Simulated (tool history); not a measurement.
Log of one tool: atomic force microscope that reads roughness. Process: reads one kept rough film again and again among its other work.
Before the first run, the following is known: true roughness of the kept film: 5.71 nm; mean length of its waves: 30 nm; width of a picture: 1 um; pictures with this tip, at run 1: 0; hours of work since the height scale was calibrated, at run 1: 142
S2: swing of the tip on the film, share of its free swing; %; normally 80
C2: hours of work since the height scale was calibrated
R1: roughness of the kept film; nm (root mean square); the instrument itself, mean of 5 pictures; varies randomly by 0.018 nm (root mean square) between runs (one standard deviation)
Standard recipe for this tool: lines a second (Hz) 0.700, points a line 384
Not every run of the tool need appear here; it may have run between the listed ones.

{"run": 1, "hour": 0.0, "lines a second (Hz)": 0.7, "S2": 80, "points a line": 384, "pictures with this tip": 0, "C2": 142, "R1": 4.485}
{"run": 2, "hour": 7.8, "lines a second (Hz)": 0.7, "S2": 80, "points a line": 384, "pictures with this tip": 9, "C2": 147, "R1": 4.486}
{"run": 3, "hour": 19.3, "lines a second (Hz)": 0.7, "S2": 80, "points a line": 641, "pictures with this tip": 21, "C2": 155, "R1": 4.498}
{"run": 4, "hour": 32.3, "lines a second (Hz)": 0.7, "S2": 80, "points a line": 505, "pictures with this tip": 35, "C2": 164, "R1": 4.492}
{"run": 5, "hour": 40.3, "lines a second (Hz)": 0.7, "S2": 80, "points a line": 505, "pictures with this tip": 44, "C2": 170, "R1": 4.486}
{"run": 6, "hour": 51.9, "lines a second (Hz)": 0.7, "S2": 80, "points a line": 505, "pictures with this tip": 56, "C2": 178, "R1": 4.476}
{"run": 7, "hour": 59.9, "lines a second (Hz)": 0.7, "S2": 80, "points a line": 505, "pictures with this tip": 65, "C2": 183, "R1": 4.504}
{"run": 8, "hour": 74.6, "lines a second (Hz)": 0.7, "S2": 80, "points a line": 505, "pictures with this tip": 80, "C2": 194, "R1": 4.493}
{"run": 9, "hour": 85.2, "lines a second (Hz)": 0.7, "S2": 80, "points a line": 384, "pictures with this tip": 92, "C2": 201, "R1": 4.479}
{"run": 10, "hour": 93.6, "lines a second (Hz)": 0.7, "S2": 80, "points a line": 567, "pictures with this tip": 101, "C2": 207, "R1": 4.514}
{"hour": 97.5, "done": "new tip fitted"}
{"run": 11, "hour": 104.1, "lines a second (Hz)": 0.7, "S2": 80, "points a line": 567, "pictures with this tip": 7, "C2": 214, "R1": 4.509}
{"run": 12, "hour": 119.1, "lines a second (Hz)": 0.7, "S2": 80, "points a line": 567, "pictures with this tip": 23, "C2": 224, "R1": 4.521}
{"run": 13, "hour": 135.3, "lines a second (Hz)": 1.333, "S2": 86, "points a line": 619, "pictures with this tip": 40, "C2": 236, "R1": 4.088}
{"run": 14, "hour": 148.7, "lines a second (Hz)": 2.352, "S2": 86, "points a line": 384, "pictures with this tip": 55, "C2": 245, "R1": 3.605}
{"run": 15, "hour": 163.4, "lines a second (Hz)": 0.889, "S2": 81, "points a line": 263, "pictures with this tip": 70, "C2": 255, "R1": 4.352}
{"run": 16, "hour": 171.9, "lines a second (Hz)": 0.889, "S2": 81, "points a line": 263, "pictures with this tip": 80, "C2": 261, "R1": 4.322}
{"run": 17, "hour": 185.9, "lines a second (Hz)": 0.889, "S2": 81, "points a line": 263, "pictures with this tip": 95, "C2": 271, "R1": 4.389}

Consider 4 possible next runs. They are alternatives, not a sequence: every one starts from the tool as it was left by run 17. What does each give?
{"hour": 196.4, "done": "new tip fitted"}
{"run": "A", "hour": 197.5, "lines a second (Hz)": 1.308, "S2": 64, "points a line": 383, "pictures with this tip": 2, "C2": 278, "R1": "?"}
{"hour": 196.4, "done": "new tip fitted"}
{"run": "B", "hour": 197.5, "lines a second (Hz)": 0.889, "S2": 67, "points a line": 263, "pictures with this tip": 2, "C2": 278, "R1": "?"}
{"hour": 196.4, "done": "new tip fitted"}
{"run": "C", "hour": 197.5, "lines a second (Hz)": 0.7, "S2": 80, "points a line": 755, "pictures with this tip": 2, "C2": 278, "R1": "?"}
{"hour": 196.4, "done": "new tip fitted"}
{"run": "D", "hour": 197.5, "lines a second (Hz)": 1.731, "S2": 85, "points a line": 283, "pictures with this tip": 2, "C2": 278, "R1": "?"}

run=A R1=4.576
run=B R1=4.537
run=C R1=4.527
run=D R1=3.840
Without the tool's unlogged condition, the same runs would have read:
run=A R1=4.576
run=B R1=4.537
run=C R1=4.528
run=D R1=3.840

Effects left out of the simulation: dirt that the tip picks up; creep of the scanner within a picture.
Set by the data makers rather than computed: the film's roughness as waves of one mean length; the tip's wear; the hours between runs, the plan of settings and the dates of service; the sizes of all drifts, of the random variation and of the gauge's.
